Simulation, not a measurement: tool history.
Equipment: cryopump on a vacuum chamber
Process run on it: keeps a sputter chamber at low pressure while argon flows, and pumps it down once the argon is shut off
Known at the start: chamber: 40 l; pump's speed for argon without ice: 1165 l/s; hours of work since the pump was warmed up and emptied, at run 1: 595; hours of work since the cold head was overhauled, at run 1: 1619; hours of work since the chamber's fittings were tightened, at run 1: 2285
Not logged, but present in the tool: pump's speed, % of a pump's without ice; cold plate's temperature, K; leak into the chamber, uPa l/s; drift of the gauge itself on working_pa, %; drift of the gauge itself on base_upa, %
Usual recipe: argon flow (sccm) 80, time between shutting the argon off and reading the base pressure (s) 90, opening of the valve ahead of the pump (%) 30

run   hour  argon flow (sccm)  time between shutting the argon off and reading the base pressure (s)  opening of the valve ahead of the pump (%)  hours of work since the pump was warmed up and emptied  hours of work since the cold head was overhauled  hours of work since the chamber's fittings were tightened  pressure while argon flows (Pa)  pressure after the wait (uPa)
  1    0.0                 80                                                                     90                                          30                                                     595                                              1619                                                       2285                           0.4085                           3.15
  2   70.4                134                                                                     90                                          30                                                     642                                              1665                                                       2332                           0.6882                           3.11
  3  155.9                108                                                                     90                                          30                                                     698                                              1722                                                       2389                           0.5592                           3.18
  4  246.8                108                                                                     90                                          30                                                     759                                              1782                                                       2449                           0.5647                           3.23
  5  292.8                108                                                                     90                                          30                                                     789                                              1812                                                       2479                           0.5635                           3.23
  6  371.0                108                                                                     90                                          30                                                     841                                              1864                                                       2531                           0.5664                           3.35
  7  436.1                108                                                                     90                                          30                                                     884                                              1907                                                       2574                           0.5733                           3.32
  8  492.9                108                                                                     90                                          30                                                     922                                              1945                                                       2612                           0.5720                           3.45
  9  556.8                 52                                                                     73                                          50                                                     964                                              1987                                                       2654                           0.1767                           3.74
 10  602.4                 89                                                                     72                                          20                                                     994                                              2018                                                       2684                           0.6914                           3.74
     629.7  -- pump warmed up, emptied and cooled again
 11  650.2                 89                                                                     72                                          20                                                      14                                              2046                                                       2713                           0.6513                           3.19
     700.9  -- leaking fittings of the chamber tightened, without venting
 12  744.3                 67                                                                     90                                          31                                                      75                                              2107                                                         29                           0.3199                           1.39
 13  811.0                 80                                                                    188                                          30                                                     119                                              2151                                                         73                           0.3956                           0.89
 14  874.7                 80                                                                    188                                          30                                                     161                                              2193                                                        115                           0.3982                           0.90
 15  914.0                156                                                                    188                                          19                                                     187                                              2219                                                        141                           1.2090                           0.89
 16  981.0                 36                                                                     87                                          30                                                     231                                              2264                                                        185                           0.1798                           1.65

3 ways to go on from here, each from the tool as it stands after run 16. What would each give?
  A  1068.2                144                                                                    234                                          30                                                     289                                              2321                                                        243                                ?                              ?
  B  1068.2                 69                                                                     38                                          42                                                     289                                              2321                                                        243                                ?                              ?
  C  1068.2                 36                                                                    141                                          30                                                     289                                              2321                                                        243                                ?                              ?

run  pressure while argon flows (Pa)  pressure after the wait (uPa)
  A                           0.7194                           0.91
  B                           0.2488                           3.15
  C                           0.1804                           1.20
With the hidden condition removed and each run's random variation left untouched, the same runs would have given:
run  pressure while argon flows (Pa)  pressure after the wait (uPa)
  A                           0.6942                           0.71
  B                           0.2368                           2.96
  C                           0.1741                           1.01

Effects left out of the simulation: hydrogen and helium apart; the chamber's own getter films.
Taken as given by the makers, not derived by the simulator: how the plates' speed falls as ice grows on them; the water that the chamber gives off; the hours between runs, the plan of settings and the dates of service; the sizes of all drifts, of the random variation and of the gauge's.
